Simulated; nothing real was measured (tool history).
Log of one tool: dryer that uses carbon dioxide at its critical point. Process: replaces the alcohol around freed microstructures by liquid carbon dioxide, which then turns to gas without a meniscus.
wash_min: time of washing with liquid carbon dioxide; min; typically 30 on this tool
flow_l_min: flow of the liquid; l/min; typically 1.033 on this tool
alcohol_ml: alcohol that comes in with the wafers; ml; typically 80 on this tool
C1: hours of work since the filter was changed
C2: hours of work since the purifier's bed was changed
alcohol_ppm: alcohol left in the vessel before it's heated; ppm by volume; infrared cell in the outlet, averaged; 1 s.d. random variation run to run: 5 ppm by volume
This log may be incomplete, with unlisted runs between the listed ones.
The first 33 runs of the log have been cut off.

Run 34, day 11.521: usual settings but wash_min 21 min, alcohol_ml 119 ml; C1 23; C2 479. Result: alcohol_ppm 378 ppm by volume.
Run 35, day 11.838: usual settings but wash_min 36 min, flow_l_min 1.02 l/min, alcohol_ml 40 ml; C1 28; C2 485. Result: alcohol_ppm 47 ppm by volume.
Run 36, day 12.233: usual settings but wash_min 36 min, flow_l_min 1.02 l/min, alcohol_ml 40 ml; C1 34; C2 491. Result: alcohol_ppm 49 ppm by volume.
Run 37, day 12.5: usual settings but wash_min 36 min, flow_l_min 1.02 l/min, alcohol_ml 40 ml; C1 39; C2 496. Result: alcohol_ppm 46 ppm by volume.
Run 38, day 12.854: usual settings but wash_min 42 min, alcohol_ml 106 ml; C1 45; C2 501. Result: alcohol_ppm 56 ppm by volume.
Run 39, day 13.079: usual settings but wash_min 44 min, alcohol_ml 106 ml; C1 48; C2 505. Result: alcohol_ppm 48 ppm by volume.
Run 40, day 13.412: usual settings but wash_min 28 min, flow_l_min 0.87 l/min; C1 54; C2 511. Result: alcohol_ppm 184 ppm by volume.
Run 41, day 13.675: usual settings but wash_min 43 min, flow_l_min 0.67 l/min, alcohol_ml 30 ml; C1 58; C2 515. Result: alcohol_ppm 67 ppm by volume.
Run 42, day 13.9: usual settings but wash_min 38 min, flow_l_min 0.92 l/min, alcohol_ml 74 ml; C1 62; C2 519. Result: alcohol_ppm 58 ppm by volume.
Run 43, day 14.333: usual settings but wash_min 39 min, flow_l_min 1.37 l/min, alcohol_ml 74 ml; C1 69; C2 526. Result: alcohol_ppm 40 ppm by volume.
Run 44, day 14.567: usual settings but flow_l_min 1.48 l/min, alcohol_ml 87 ml; C1 73; C2 530. Result: alcohol_ppm 47 ppm by volume.
Run 45, day 14.912: usual settings but flow_l_min 1.48 l/min, alcohol_ml 87 ml; C1 79; C2 536. Result: alcohol_ppm 41 ppm by volume.
Run 46, day 15.4: usual settings but wash_min 32 min, flow_l_min 1.3 l/min, alcohol_ml 52 ml; C1 87; C2 544. Result: alcohol_ppm 63 ppm by volume.
Run 47, day 15.788: usual settings but wash_min 19 min, flow_l_min 0.89 l/min; C1 93; C2 550. Result: alcohol_ppm 727 ppm by volume.
Run 48, day 16.112: usual settings but alcohol_ml 75 ml; C1 99; C2 556. Result: alcohol_ppm 96 ppm by volume.

What if the next run were any one of these 3? Each begins from the tool's condition after run 48:
Run A, day 16.421: usual settings but flow_l_min 1.58 l/min, alcohol_ml 75 ml; C1 104; C2 561. Result: alcohol_ppm ?.
Run B, day 16.421: usual settings but flow_l_min 1.12 l/min; C1 104; C2 561. Result: alcohol_ppm ?.
Run C, day 16.421: usual settings but wash_min 35 min, alcohol_ml 41 ml; C1 104; C2 561. Result: alcohol_ppm ?.

run  alcohol_ppm
  A           43
  B           76
  C           53
Without the tool's hidden state the same runs would have given:
run  alcohol_ppm
  A            0
  B           22
  C            7
